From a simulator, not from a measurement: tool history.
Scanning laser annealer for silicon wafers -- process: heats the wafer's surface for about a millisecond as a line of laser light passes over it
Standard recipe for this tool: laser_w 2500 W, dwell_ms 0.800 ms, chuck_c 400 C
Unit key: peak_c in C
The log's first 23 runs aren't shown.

run,hour,laser_w,dwell_ms,chuck_c,hours of work since the window was cleaned,hours of work since the power meter was calibrated,hours of work since the optics were aligned,peak_c
24,749.1,2650,0.738,399,608,1360,1453,1104
25,768.9,2650,0.991,363,621,1373,1466,1191
26,790.5,2650,0.991,363,636,1387,1480,1190
27,816.1,2527,0.689,432,653,1404,1497,1074
28,864.4,2450,0.825,400,685,1436,1529,1089
29,899.8,2596,0.631,399,708,1460,1553,1024
30,935.7,2510,0.800,429,732,1484,1577,1117
31,965.3,2656,0.585,400,752,1503,1596,1009
# hour 998.7: optics aligned, line set to its width
32,1011.4,2500,0.800,398,779,1531,8,1093
33,1033.4,2500,0.800,398,794,1545,23,1088
# hour 1069.1: window over the wafer cleaned
34,1069.1,2500,0.732,370,0,1568,45,1056
35,1113.1,2659,0.800,400,29,1597,75,1166
36,1151.4,2750,0.700,375,55,1622,100,1105
37,1186.0,2521,0.702,400,78,1645,123,1073
38,1213.7,2312,0.587,400,96,1664,142,955
39,1258.1,2312,0.587,400,126,1693,171,956
40,1281.9,2476,0.641,431,141,1709,187,1058
41,1318.9,2500,0.677,428,166,1734,211,1082

Forecast each of these 3 alternatives for the next run:
A,1347.5,2500,0.620,363,185,1753,230,?
B,1347.5,2573,0.677,428,185,1753,230,?
C,1347.5,2647,0.677,428,185,1753,230,?

run,peak_c
A,978
B,1096
C,1114
With the hidden condition removed and each run's random variation left untouched, the same runs would have given:
run,peak_c
A,989
B,1108
C,1126
